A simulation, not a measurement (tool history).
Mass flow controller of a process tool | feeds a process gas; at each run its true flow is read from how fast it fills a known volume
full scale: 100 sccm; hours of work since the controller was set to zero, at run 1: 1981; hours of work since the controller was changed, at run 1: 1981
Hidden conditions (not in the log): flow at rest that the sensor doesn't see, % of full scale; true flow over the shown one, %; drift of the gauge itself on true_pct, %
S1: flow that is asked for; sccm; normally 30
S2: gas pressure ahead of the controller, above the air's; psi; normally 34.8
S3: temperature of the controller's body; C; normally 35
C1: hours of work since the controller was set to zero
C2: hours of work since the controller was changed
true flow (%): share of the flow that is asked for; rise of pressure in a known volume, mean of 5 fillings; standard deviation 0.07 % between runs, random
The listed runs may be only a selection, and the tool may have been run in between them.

Run 1, hour 0.0: usual settings; C1 1981; C2 1981. Result: true flow (%) 97.10.
Run 2, hour 175.4: usual settings but S1 20 sccm; C1 2054; C2 2054. Result: true flow (%) 96.10.
Run 3, hour 348.4: usual settings but S1 20 sccm; C1 2125; C2 2125. Result: true flow (%) 96.05.
Run 4, hour 502.1: usual settings but S1 20 sccm; C1 2189; C2 2189. Result: true flow (%) 96.14.
Run 5, hour 596.5: usual settings; C1 2228; C2 2228. Result: true flow (%) 96.89.
Run 6, hour 671.0: usual settings; C1 2259; C2 2259. Result: true flow (%) 96.89.
Run 7, hour 778.8: usual settings; C1 2304; C2 2304. Result: true flow (%) 96.87.
Run 8, hour 878.1: usual settings but S2 34.5 psi; C1 2345; C2 2345. Result: true flow (%) 96.74.
Run 9, hour 1000.8: usual settings but S2 34.5 psi; C1 2396; C2 2396. Result: true flow (%) 96.81.
Run 10, hour 1120.9: usual settings but S2 34.5 psi; C1 2446; C2 2446. Result: true flow (%) 96.70.
Run 11, hour 1282.3: usual settings but S1 25 sccm; C1 2513; C2 2513. Result: true flow (%) 96.26.
Run 12, hour 1463.2: usual settings but S1 25 sccm; C1 2588; C2 2588. Result: true flow (%) 96.07.
Run 13, hour 1555.5: usual settings but S1 25 sccm; C1 2626; C2 2626. Result: true flow (%) 96.20.
Run 14, hour 1706.3: usual settings but S3 22 C; C1 2688; C2 2688. Result: true flow (%) 95.86.
Run 15, hour 1868.5: usual settings but S2 35.1 psi, S3 30 C; C1 2756; C2 2756. Result: true flow (%) 96.32.
Run 16, hour 1946.1: usual settings but S2 35.1 psi, S3 31 C; C1 2788; C2 2788. Result: true flow (%) 96.30.
Run 17, hour 2101.9: usual settings but S1 15 sccm, S2 24.9 psi, S3 24 C; C1 2852; C2 2852. Result: true flow (%) 93.61.
Run 18, hour 2228.9: usual settings but S2 24.2 psi, S3 32 C; C1 2905; C2 2905. Result: true flow (%) 96.05.
Run 19, hour 2379.7: usual settings but S2 25.4 psi, S3 32 C; C1 2968; C2 2968. Result: true flow (%) 96.02.
Run 20, hour 2516.4: usual settings but S2 25.4 psi, S3 32 C; C1 3024; C2 3024. Result: true flow (%) 95.96.
Run 21, hour 2592.1: usual settings but S2 32.3 psi, S3 38 C; C1 3056; C2 3056. Result: true flow (%) 96.42.
Run 22, hour 2730.2: usual settings but S2 31.0 psi, S3 37 C; C1 3113; C2 3113. Result: true flow (%) 96.36.
Run 23, hour 2860.0: usual settings but S2 31.0 psi, S3 37 C; C1 3167; C2 3167. Result: true flow (%) 96.49.
Run 24, hour 2997.8: usual settings but S2 31.0 psi, S3 37 C; C1 3224; C2 3224. Result: true flow (%) 96.27.
Run 25, hour 3155.0: usual settings but S2 23.2 psi, S3 37 C; C1 3289; C2 3289. Result: true flow (%) 96.08.

Here are 3 independent what-if runs from the current tool condition. What would each one return?
Run A, hour 3320.8: usual settings but S1 13 sccm, S3 25 C; C1 3358; C2 3358. Result: true flow (%) ?.
Run B, hour 3320.8: usual settings but S2 22.8 psi, S3 29 C; C1 3358; C2 3358. Result: true flow (%) ?.
Run C, hour 3320.8: usual settings but S1 25 sccm, S2 35.8 psi, S3 24 C; C1 3358; C2 3358. Result: true flow (%) ?.

run  true flow (%)
  A          92.75
  B          95.64
  C          95.01
With no hidden state in the tool, these same runs would have given:
run  true flow (%)
  A          97.58
  B          98.14
  C          97.87
